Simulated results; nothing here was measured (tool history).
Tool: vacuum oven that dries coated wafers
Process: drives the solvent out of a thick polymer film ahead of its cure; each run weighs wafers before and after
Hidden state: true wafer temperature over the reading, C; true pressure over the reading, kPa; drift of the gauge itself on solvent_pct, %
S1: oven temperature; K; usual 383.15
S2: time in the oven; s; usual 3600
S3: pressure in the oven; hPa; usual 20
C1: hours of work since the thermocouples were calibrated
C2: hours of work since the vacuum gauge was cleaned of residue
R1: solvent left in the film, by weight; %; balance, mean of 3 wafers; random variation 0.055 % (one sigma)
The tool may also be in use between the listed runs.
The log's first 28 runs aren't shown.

run	day	S1	S2	S3	C1	C2	R1
29	13.542	387.15	2880	20	1603	497	2.79
30	13.967	369.15	3900	26.9	1611	504	6.29
31	14.583	369.15	6000	20	1621	515	4.52
32	14.988	383.15	3600	79.9	1628	522	5.78
33	15.45	386.15	3600	45.8	1636	530	3.62
34	15.996	391.15	3360	14.2	1645	539	1.55
35	16.296	391.15	6000	49	1650	544	2.34
36	16.921	385.15	3180	73.8	1660	554	5.44
37	17.525	372.15	2580	10.4	1671	565	6.06
38	18.196	372.15	2580	10.4	1682	576	5.98
39	18.712	372.15	4380	61.2	1691	585	7.29
40	19.058	372.15	4380	61.2	1696	590	7.51
41	19.521	382.15	2160	38.1	1704	598	5.72
42	19.825	389.15	3600	37.4	1709	603	2.65
43	20.3	368.15	2400	19.2	1717	611	7.68
44	20.788	368.15	2400	19.2	1726	620	7.59
45	21.392	396.15	2760	47.4	1736	630	2.47
46	21.867	396.15	2220	28.5	1744	638	2.27
47	22.371	396.15	2220	28.5	1752	646	2.21
# day 22.721: oven's thermocouples calibrated
48	23.054	383.15	3600	43.5	6	656	3.44

Forecast each of these 3 alternatives for the next run:
A	23.492	383.15	3960	50.5	13	664	?
B	23.492	383.15	5940	43.5	13	664	?
C	23.492	390.15	3600	27.4	13	664	?

run	R1
A	3.51
B	2.58
C	1.69
Without the tool's hidden state the same runs would have given:
run	R1
A	3.51
B	2.56
C	1.68
